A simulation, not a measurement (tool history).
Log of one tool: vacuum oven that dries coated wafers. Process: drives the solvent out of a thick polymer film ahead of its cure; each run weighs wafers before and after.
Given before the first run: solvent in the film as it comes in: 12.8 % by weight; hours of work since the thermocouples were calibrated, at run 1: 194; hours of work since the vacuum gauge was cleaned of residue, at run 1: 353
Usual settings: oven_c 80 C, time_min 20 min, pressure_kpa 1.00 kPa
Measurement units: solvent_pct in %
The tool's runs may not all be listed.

run	hour	oven_c	time_min	pressure_kpa	hours of work since the thermocouples were calibrated	hours of work since the vacuum gauge was cleaned of residue	solvent_pct
1	0.0	80	20	1.00	194	353	1.84
2	5.6	80	20	1.00	198	357	1.87
3	17.3	74	20	1.00	206	365	3.11
4	29.6	71	20	1.00	215	374	3.87
5	40.4	71	20	1.00	223	382	3.75
6	49.6	71	16	1.00	230	389	4.48
7	61.2	80	20	1.80	238	397	2.33
8	67.4	80	12	1.00	242	402	3.47
9	72.6	80	20	0.97	246	405	1.92
10	79.6	80	20	0.97	251	410	1.88
11	88.0	80	20	1.00	257	417	1.82
12	93.9	80	20	1.00	262	421	1.80
13	105.8	80	20	1.00	270	429	1.88
14	114.1	80	20	1.00	276	435	1.79
15	125.5	80	20	0.66	285	444	1.73
16	137.3	80	20	2.31	293	452	2.65
17	148.9	80	20	1.00	301	461	1.83
18	160.0	80	18	1.00	309	469	2.21

What does the tool deliver on the next run?
19	165.7	90	26	1.00	314	473	?

{"run 19": {"solvent_pct": 0.58}}
Minus the tool's unlogged condition, the same run would have read solvent_pct 0.50 %.
